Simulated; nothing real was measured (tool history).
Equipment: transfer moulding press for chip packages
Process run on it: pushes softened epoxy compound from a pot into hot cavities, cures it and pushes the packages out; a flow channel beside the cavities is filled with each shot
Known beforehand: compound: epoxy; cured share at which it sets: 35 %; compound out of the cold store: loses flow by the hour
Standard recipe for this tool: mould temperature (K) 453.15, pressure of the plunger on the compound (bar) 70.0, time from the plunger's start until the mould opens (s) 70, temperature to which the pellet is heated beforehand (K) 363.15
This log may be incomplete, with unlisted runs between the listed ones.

run    hour  mould temperature (K)  pressure of the plunger on the compound (bar)  time from the plunger's start until the mould opens (s)  temperature to which the pellet is heated beforehand (K)  incoming compound's hours out of the cold store  length that the compound runs in the flow channel (mm)  greatest force on the pins that push the packages out (N)
  1     0.0                 453.15                                           70.0                                                       70                                                    363.15                                             24.1                                                     931                                                        802
  2    39.1                 453.15                                           70.0                                                       70                                                    367.15                                             12.5                                                     989                                                       1043
  3    73.3                 453.15                                           70.0                                                       70                                                    367.15                                              9.7                                                     998                                                       1188
      100.0  -- cavities cleaned with cleaning compound and waxed
  4   122.8                 453.15                                           70.0                                                       70                                                    367.15                                             20.5                                                     941                                                        774
  5   147.6                 453.15                                           86.1                                                       70                                                    367.15                                             12.3                                                    1071                                                        990
  6   195.0                 453.15                                           70.0                                                       70                                                    363.15                                             41.3                                                     866                                                       1111
  7   221.3                 453.15                                           70.0                                                       70                                                    363.15                                             28.8                                                     910                                                       1172
      229.4  -- cavities cleaned with cleaning compound and waxed
  8   246.1                 453.15                                           67.7                                                       70                                                    363.15                                             17.6                                                     938                                                        782
  9   281.0                 453.15                                           67.7                                                       99                                                    363.15                                              9.6                                                     974                                                        678
 10   307.4                 453.15                                           67.7                                                       99                                                    363.15                                             23.3                                                     892                                                        739
 11   346.5                 453.15                                           87.9                                                       70                                                    363.15                                             10.7                                                    1091                                                       1268
      357.9  -- cavities cleaned with cleaning compound and waxed
 12   381.3                 453.15                                           87.9                                                       70                                                    363.15                                             12.7                                                    1083                                                        834
 13   415.1                 453.15                                           87.9                                                       70                                                    363.15                                             42.4                                                     928                                                        966
 14   437.1                 453.15                                           87.9                                                       70                                                    363.15                                             22.9                                                    1022                                                       1103
 15   475.8                 453.15                                           70.0                                                       70                                                    363.15                                              8.8                                                     974                                                       1272
      487.2  -- cavities cleaned with cleaning compound and waxed
      497.3  -- plunger's sealing rings changed
 16   505.3                 458.15                                           67.8                                                       84                                                    371.15                                             18.4                                                     930                                                        500
 17   546.3                 455.15                                           64.7                                                      109                                                    357.15                                             12.1                                                     966                                                        675
 18   584.3                 446.15                                           54.4                                                       71                                                    363.15                                             35.3                                                     801                                                       1633
      619.3  -- cavities cleaned with cleaning compound and waxed
 19   626.5                 453.15                                           86.7                                                       70                                                    359.15                                             20.3                                                    1061                                                        669
 20   670.8                 459.15                                           65.3                                                       70                                                    359.15                                             26.1                                                     869                                                        753
 21   710.5                 456.15                                           66.2                                                       70                                                    359.15                                             12.7                                                     961                                                        987
 22   741.9                 456.15                                           66.2                                                       70                                                    359.15                                             30.9                                                     871                                                       1033
      748.7  -- cavities cleaned with cleaning compound and waxed
 23   767.8                 456.15                                           66.2                                                       70                                                    359.15                                             12.4                                                     954                                                        698
 24   803.1                 456.15                                           66.2                                                       70                                                    359.15                                             47.6                                                     800                                                        796
 25   847.7                 457.15                                           59.0                                                       70                                                    353.15                                             31.9                                                     806                                                        949
      879.1  -- cavities cleaned with cleaning compound and waxed
 26   894.5                 457.15                                           59.0                                                       70                                                    353.15                                             34.2                                                     784                                                        580
 27   931.0                 457.15                                           59.0                                                       70                                                    353.15                                             10.3                                                     871                                                        827
 28   967.7                 447.15                                           67.7                                                       72                                                    359.15                                             47.5                                                     814                                                       1361
     1009.1  -- cavities cleaned with cleaning compound and waxed
 29  1016.7                 454.15                                           67.7                                                       67                                                    359.15                                             14.6                                                     927                                                        705

For each run, the measured value with the value that run would have given without the tool's hidden condition subtracted. The run-to-run variation is shared by both, the gauge scatter possibly not:
The tool's hidden condition here consists of: true mould temperature over the reading, C; pressure that reaches the compound, % of what is set; grip of the stained cavities, % over clean ones'; drift of the gauge itself on flow_mm, %; drift of the gauge itself on push_out_n, %.
run  length that the compound runs in the flow channel (mm)  greatest force on the pins that push the packages out (N)
  1                                                     -13                                                       +198
  2                                                     -16                                                       +434
  3                                                     -20                                                       +573
  4                                                     -23                                                       +188
  5                                                     -28                                                       +378
  6                                                     -27                                                       +540
  7                                                     -30                                                       +600
  8                                                     -33                                                       +148
  9                                                     -38                                                       +277
 10                                                     -37                                                       +347
 11                                                     -49                                                       +631
 12                                                     -52                                                       +197
 13                                                     -48                                                       +385
 14                                                     -56                                                       +495
 15                                                     -56                                                       +634
 16                                                      -6                                                       +109
 17                                                     -10                                                       +282
 18                                                     -11                                                       +751
 19                                                     -19                                                        +39
 20                                                     -18                                                       +290
 21                                                     -24                                                       +456
 22                                                     -23                                                       +515
 23                                                     -29                                                       +145
 24                                                     -26                                                       +307
 25                                                     -29                                                       +449
 26                                                     -32                                                        +90
 27                                                     -39                                                       +306
 28                                                     -40                                                       +599
 29                                                     -49                                                        +33
